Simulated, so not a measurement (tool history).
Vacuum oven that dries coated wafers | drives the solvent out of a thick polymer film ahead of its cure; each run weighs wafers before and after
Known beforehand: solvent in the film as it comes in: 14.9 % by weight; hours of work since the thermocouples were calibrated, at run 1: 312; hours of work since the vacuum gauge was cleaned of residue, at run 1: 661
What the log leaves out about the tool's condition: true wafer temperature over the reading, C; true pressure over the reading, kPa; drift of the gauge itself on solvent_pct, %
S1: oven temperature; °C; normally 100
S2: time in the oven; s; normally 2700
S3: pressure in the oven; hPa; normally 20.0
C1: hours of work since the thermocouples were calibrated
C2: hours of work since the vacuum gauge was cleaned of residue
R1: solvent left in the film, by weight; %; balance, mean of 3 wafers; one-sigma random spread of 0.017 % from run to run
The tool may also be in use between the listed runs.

run	hour	S1	S2	S3	C1	C2	R1
1	0.0	100	2700	20.0	312	661	2.58
2	96.0	100	2700	20.0	386	735	2.60
3	198.6	100	2700	20.0	466	815	2.60
4	315.3	100	2700	49.9	557	906	3.19
5	428.4	100	2700	49.9	644	993	3.20
6	515.3	100	2700	49.9	712	1061	3.18
# hour 528.7: oven's thermocouples calibrated
7	583.2	100	2700	49.9	42	1112	3.19
# hour 705.5: vacuum gauge cleaned of residue and calibrated
8	707.3	100	2700	20.0	137	1	2.61
9	762.1	100	3000	20.0	180	44	2.21
10	877.2	100	3000	20.0	269	133	2.23
11	999.8	100	3000	20.0	365	228	2.22
12	1112.1	100	2700	20.0	452	316	2.60
13	1177.0	100	2700	20.0	502	366	2.61
14	1258.3	100	2700	20.0	565	429	2.62
15	1364.5	107	3060	20.0	648	512	1.10
# hour 1459.7: oven's thermocouples calibrated
16	1478.1	85	3900	20.0	14	598	4.81
17	1601.8	85	3900	20.0	110	694	4.80
18	1699.1	85	2040	31.2	186	770	7.64
19	1792.4	89	1860	25.6	258	842	6.91
20	1861.1	98	1320	17.2	312	896	5.99
21	1944.1	98	2040	15.5	376	960	4.14
22	2061.0	98	2040	15.5	467	1051	4.11
23	2149.1	107	1620	20.0	535	1119	3.04
24	2205.4	100	1680	20.0	579	1163	4.54
# hour 2262.0: vacuum gauge cleaned of residue and calibrated
25	2268.2	100	2760	20.6	626	5	2.53
26	2352.6	97	1620	34.0	692	70	5.65

What if the next run were any one of these 4? Each begins from the tool's condition after run 26:
# hour 2384.9: oven's thermocouples calibrated
A	2455.4	89	2700	49.4	55	149	?
# hour 2384.9: oven's thermocouples calibrated
B	2455.4	114	1620	45.3	55	149	?
# hour 2384.9: oven's thermocouples calibrated
C	2455.4	104	2700	20.0	55	149	?
# hour 2384.9: oven's thermocouples calibrated
D	2455.4	91	2220	22.1	55	149	?

run	R1
A	6.01
B	2.03
C	1.84
D	5.65
Without the tool's hidden state the same runs would have given:
run	R1
A	6.01
B	2.03
C	1.84
D	5.65
